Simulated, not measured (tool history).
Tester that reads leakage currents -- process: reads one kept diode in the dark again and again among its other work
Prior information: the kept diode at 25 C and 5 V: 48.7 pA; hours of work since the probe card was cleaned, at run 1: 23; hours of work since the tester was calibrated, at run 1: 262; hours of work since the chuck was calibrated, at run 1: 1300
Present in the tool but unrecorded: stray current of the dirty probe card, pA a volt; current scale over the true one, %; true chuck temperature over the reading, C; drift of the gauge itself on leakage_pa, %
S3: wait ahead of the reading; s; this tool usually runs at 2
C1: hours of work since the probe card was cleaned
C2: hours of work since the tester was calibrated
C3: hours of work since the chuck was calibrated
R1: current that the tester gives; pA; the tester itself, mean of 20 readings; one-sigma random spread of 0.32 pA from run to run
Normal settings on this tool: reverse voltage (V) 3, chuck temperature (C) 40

run 1 day=0 | reverse_voltage_(V)=3 chuck_temperature_(C)=40 S3=2 | C1=23 C2=262 C3=1300 | R1=96.98
run 2 day=2.592 | reverse_voltage_(V)=3 chuck_temperature_(C)=40 S3=2 | C1=59 C2=298 C3=1336 | R1=97.02
run 3 day=5.925 | reverse_voltage_(V)=3 chuck_temperature_(C)=40 S3=2 | C1=105 C2=344 C3=1382 | R1=96.59
-- day=8.538 chuck's temperature calibrated
run 4 day=8.921 | reverse_voltage_(V)=3 chuck_temperature_(C)=40 S3=2 | C1=146 C2=385 C3=5 | R1=106.13
run 5 day=12.95 | reverse_voltage_(V)=3 chuck_temperature_(C)=38 S3=2 | C1=202 C2=441 C3=61 | R1=93.12
run 6 day=16.829 | reverse_voltage_(V)=3 chuck_temperature_(C)=38 S3=2 | C1=255 C2=494 C3=115 | R1=92.84
run 7 day=19.188 | reverse_voltage_(V)=3 chuck_temperature_(C)=40 S3=2 | C1=288 C2=527 C3=148 | R1=105.34
run 8 day=21.492 | reverse_voltage_(V)=3 chuck_temperature_(C)=40 S3=2 | C1=320 C2=559 C3=180 | R1=104.99
run 9 day=23.954 | reverse_voltage_(V)=4.86 chuck_temperature_(C)=40 S3=2 | C1=354 C2=593 C3=214 | R1=136.35
run 10 day=26.408 | reverse_voltage_(V)=4.86 chuck_temperature_(C)=40 S3=2 | C1=388 C2=628 C3=248 | R1=135.6
run 11 day=30.408 | reverse_voltage_(V)=3 chuck_temperature_(C)=40 S3=2 | C1=444 C2=683 C3=304 | R1=105.36
run 12 day=32.879 | reverse_voltage_(V)=3 chuck_temperature_(C)=40 S3=2 | C1=478 C2=717 C3=338 | R1=105.42
run 13 day=35.375 | reverse_voltage_(V)=3 chuck_temperature_(C)=40 S3=2 | C1=513 C2=752 C3=373 | R1=104.76
run 14 day=38.708 | reverse_voltage_(V)=3 chuck_temperature_(C)=40 S3=2 | C1=559 C2=798 C3=419 | R1=104.13
run 15 day=40.388 | reverse_voltage_(V)=3 chuck_temperature_(C)=40 S3=2 | C1=583 C2=822 C3=442 | R1=104.19
run 16 day=43.075 | reverse_voltage_(V)=3 chuck_temperature_(C)=40 S3=3.21 | C1=620 C2=859 C3=480 | R1=103.64
run 17 day=45.196 | reverse_voltage_(V)=3 chuck_temperature_(C)=40 S3=3.21 | C1=649 C2=888 C3=509 | R1=103.66
run 18 day=47.754 | reverse_voltage_(V)=3 chuck_temperature_(C)=40 S3=3.21 | C1=685 C2=924 C3=545 | R1=103.94
run 19 day=50.221 | reverse_voltage_(V)=6.47 chuck_temperature_(C)=40 S3=2 | C1=719 C2=958 C3=579 | R1=157.08
run 20 day=52.725 | reverse_voltage_(V)=3 chuck_temperature_(C)=21 S3=2 | C1=754 C2=993 C3=614 | R1=29.37
run 21 day=56.554 | reverse_voltage_(V)=4.03 chuck_temperature_(C)=24 S3=2.23 | C1=807 C2=1046 C3=667 | R1=42.52
run 22 day=58.246 | reverse_voltage_(V)=4.85 chuck_temperature_(C)=40 S3=2 | C1=831 C2=1070 C3=690 | R1=134.31
run 23 day=61.904 | reverse_voltage_(V)=4.85 chuck_temperature_(C)=40 S3=2 | C1=881 C2=1120 C3=741 | R1=134.03
run 24 day=64.704 | reverse_voltage_(V)=14.76 chuck_temperature_(C)=29 S3=2 | C1=920 C2=1159 C3=780 | R1=126.36
run 25 day=67.546 | reverse_voltage_(V)=3 chuck_temperature_(C)=40 S3=0.46 | C1=960 C2=1199 C3=819 | R1=104.66
run 26 day=70.858 | reverse_voltage_(V)=3.71 chuck_temperature_(C)=51 S3=7.02 | C1=1006 C2=1245 C3=865 | R1=228.37
run 27 day=73.871 | reverse_voltage_(V)=3.71 chuck_temperature_(C)=51 S3=7.02 | C1=1048 C2=1287 C3=907 | R1=227.02
-- day=74.129 tester calibrated
run 28 day=76.738 | reverse_voltage_(V)=19.33 chuck_temperature_(C)=36 S3=2.23 | C1=1086 C2=36 C3=946 | R1=227.57
run 29 day=79.467 | reverse_voltage_(V)=3 chuck_temperature_(C)=21 S3=4.37 | C1=1124 C2=74 C3=984 | R1=29.68
-- day=82.446 tester calibrated, once more
run 30 day=82.771 | reverse_voltage_(V)=3 chuck_temperature_(C)=21 S3=4.37 | C1=1169 C2=4 C3=1029 | R1=29.21
run 31 day=85.946 | reverse_voltage_(V)=3 chuck_temperature_(C)=44 S3=0.61 | C1=1213 C2=49 C3=1073 | R1=130.62
run 32 day=89.742 | reverse_voltage_(V)=14.31 chuck_temperature_(C)=40 S3=1.85 | C1=1266 C2=101 C3=1125 | R1=241.82
run 33 day=91.588 | reverse_voltage_(V)=7.28 chuck_temperature_(C)=55 S3=0.53 | C1=1291 C2=127 C3=1151 | R1=410.14
-- day=94.696 probe card cleaned and baked
run 34 day=95.183 | reverse_voltage_(V)=2.65 chuck_temperature_(C)=23 S3=0.53 | C1=7 C2=175 C3=1199 | R1=28.98
run 35 day=97.95 | reverse_voltage_(V)=2.65 chuck_temperature_(C)=23 S3=0.53 | C1=45 C2=214 C3=1238 | R1=28.8
run 36 day=100.033 | reverse_voltage_(V)=4.28 chuck_temperature_(C)=44 S3=0.53 | C1=74 C2=242 C3=1267 | R1=151.9
run 37 day=102.825 | reverse_voltage_(V)=3.8 chuck_temperature_(C)=25 S3=2.52 | C1=113 C2=281 C3=1305 | R1=38.64
run 38 day=105.229 | reverse_voltage_(V)=1.84 chuck_temperature_(C)=26 S3=1.75 | C1=146 C2=315 C3=1339 | R1=28.23

What if the next run were any one of these 4? Each begins from the tool's condition after run 38:
run A day=107.479 | reverse_voltage_(V)=1.84 chuck_temperature_(C)=26 S3=4.88 | C1=178 C2=346 C3=1370 | R1=?
run B day=107.479 | reverse_voltage_(V)=3 chuck_temperature_(C)=41 S3=9.06 | C1=178 C2=346 C3=1370 | R1=?
run C day=107.479 | reverse_voltage_(V)=2.75 chuck_temperature_(C)=44 S3=6.48 | C1=178 C2=346 C3=1370 | R1=?
run D day=107.479 | reverse_voltage_(V)=4.87 chuck_temperature_(C)=30 S3=0.65 | C1=178 C2=346 C3=1370 | R1=?

run=A R1=27.89
run=B R1=101.18
run=C R1=118.3
run=D R1=64.83
With no hidden state in the tool, these same runs would have given:
run=A R1=31.05
run=B R1=112.22
run=C R1=131.09
run=D R1=71.51
